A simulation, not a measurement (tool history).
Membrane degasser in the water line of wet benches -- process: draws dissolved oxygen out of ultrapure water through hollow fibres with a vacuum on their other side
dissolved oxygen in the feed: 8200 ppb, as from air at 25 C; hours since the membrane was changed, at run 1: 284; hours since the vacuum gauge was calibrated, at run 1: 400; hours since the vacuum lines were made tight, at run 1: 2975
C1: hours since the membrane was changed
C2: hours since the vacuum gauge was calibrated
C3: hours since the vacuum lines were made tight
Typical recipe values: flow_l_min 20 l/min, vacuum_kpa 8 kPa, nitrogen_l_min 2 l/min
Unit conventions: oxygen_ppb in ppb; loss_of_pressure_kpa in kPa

run 1 hour=0 | flow_l_min=20 vacuum_kpa=8 nitrogen_l_min=2 | C1=284 C2=400 C3=2975 | oxygen_ppb=306.4 loss_of_pressure_kpa=43.21
run 2 hour=55.4 | flow_l_min=20 vacuum_kpa=8 nitrogen_l_min=2 | C1=339 C2=456 C3=3031 | oxygen_ppb=311.8 loss_of_pressure_kpa=42.89
run 3 hour=121.3 | flow_l_min=30 vacuum_kpa=8 nitrogen_l_min=2 | C1=405 C2=522 C3=3096 | oxygen_ppb=696 loss_of_pressure_kpa=64.28
run 4 hour=174.3 | flow_l_min=20 vacuum_kpa=8 nitrogen_l_min=2 | C1=458 C2=575 C3=3149 | oxygen_ppb=307 loss_of_pressure_kpa=43.01
run 5 hour=238.4 | flow_l_min=20 vacuum_kpa=8 nitrogen_l_min=2 | C1=522 C2=639 C3=3213 | oxygen_ppb=305.9 loss_of_pressure_kpa=42.81
run 6 hour=304.2 | flow_l_min=20 vacuum_kpa=8 nitrogen_l_min=2 | C1=588 C2=705 C3=3279 | oxygen_ppb=306.2 loss_of_pressure_kpa=42.58
run 7 hour=398.9 | flow_l_min=20 vacuum_kpa=8 nitrogen_l_min=2 | C1=683 C2=799 C3=3374 | oxygen_ppb=306.6 loss_of_pressure_kpa=43.05
run 8 hour=495.6 | flow_l_min=20 vacuum_kpa=8 nitrogen_l_min=2 | C1=780 C2=896 C3=3471 | oxygen_ppb=302.6 loss_of_pressure_kpa=42.77
run 9 hour=561.5 | flow_l_min=20 vacuum_kpa=8 nitrogen_l_min=2 | C1=845 C2=962 C3=3537 | oxygen_ppb=309.1 loss_of_pressure_kpa=42.73
run 10 hour=655.5 | flow_l_min=20 vacuum_kpa=18.04 nitrogen_l_min=3.04 | C1=939 C2=1056 C3=3631 | oxygen_ppb=416.9 loss_of_pressure_kpa=42.82
run 11 hour=730.4 | flow_l_min=20 vacuum_kpa=10 nitrogen_l_min=5.52 | C1=1014 C2=1131 C3=3706 | oxygen_ppb=263.8 loss_of_pressure_kpa=43.2
run 12 hour=814.1 | flow_l_min=20 vacuum_kpa=8 nitrogen_l_min=4.08 | C1=1098 C2=1214 C3=3789 | oxygen_ppb=253.7 loss_of_pressure_kpa=42.44
run 13 hour=925.3 | flow_l_min=32 vacuum_kpa=4.96 nitrogen_l_min=0.97 | C1=1209 C2=1326 C3=3900 | oxygen_ppb=724.9 loss_of_pressure_kpa=68.45
run 14 hour=985.3 | flow_l_min=32 vacuum_kpa=4.96 nitrogen_l_min=0.97 | C1=1269 C2=1386 C3=3960 | oxygen_ppb=700.6 loss_of_pressure_kpa=68.57
run 15 hour=1076.2 | flow_l_min=23 vacuum_kpa=14.74 nitrogen_l_min=0.97 | C1=1360 C2=1476 C3=4051 | oxygen_ppb=800.8 loss_of_pressure_kpa=49.24
run 16 hour=1139.4 | flow_l_min=23 vacuum_kpa=14.74 nitrogen_l_min=0.97 | C1=1423 C2=1540 C3=4114 | oxygen_ppb=819.1 loss_of_pressure_kpa=49.63

Predict each of these 5 candidate next runs independently; none follows another, all start after run 16:
run A hour=1229.2 | flow_l_min=20 vacuum_kpa=8 nitrogen_l_min=0.81 | C1=1513 C2=1630 C3=4204 | oxygen_ppb=? loss_of_pressure_kpa=?
run B hour=1229.2 | flow_l_min=21 vacuum_kpa=14.74 nitrogen_l_min=0.97 | C1=1513 C2=1630 C3=4204 | oxygen_ppb=? loss_of_pressure_kpa=?
run C hour=1229.2 | flow_l_min=20 vacuum_kpa=8 nitrogen_l_min=0.97 | C1=1513 C2=1630 C3=4204 | oxygen_ppb=? loss_of_pressure_kpa=?
run D hour=1229.2 | flow_l_min=16 vacuum_kpa=8 nitrogen_l_min=2 | C1=1513 C2=1630 C3=4204 | oxygen_ppb=? loss_of_pressure_kpa=?
run E hour=1229.2 | flow_l_min=29 vacuum_kpa=6.37 nitrogen_l_min=4.06 | C1=1513 C2=1630 C3=4204 | oxygen_ppb=? loss_of_pressure_kpa=?

run=A oxygen_ppb=450.5 loss_of_pressure_kpa=42.76
run=B oxygen_ppb=731.7 loss_of_pressure_kpa=44.98
run=C oxygen_ppb=403.8 loss_of_pressure_kpa=42.93
run=D oxygen_ppb=186.3 loss_of_pressure_kpa=34.24
run=E oxygen_ppb=551.4 loss_of_pressure_kpa=62.26
With no hidden state in the tool, these same runs would have given:
run=A oxygen_ppb=450.5 loss_of_pressure_kpa=42.76
run=B oxygen_ppb=731.7 loss_of_pressure_kpa=44.98
run=C oxygen_ppb=403.8 loss_of_pressure_kpa=42.93
run=D oxygen_ppb=186.2 loss_of_pressure_kpa=34.24
run=E oxygen_ppb=551.3 loss_of_pressure_kpa=62.25
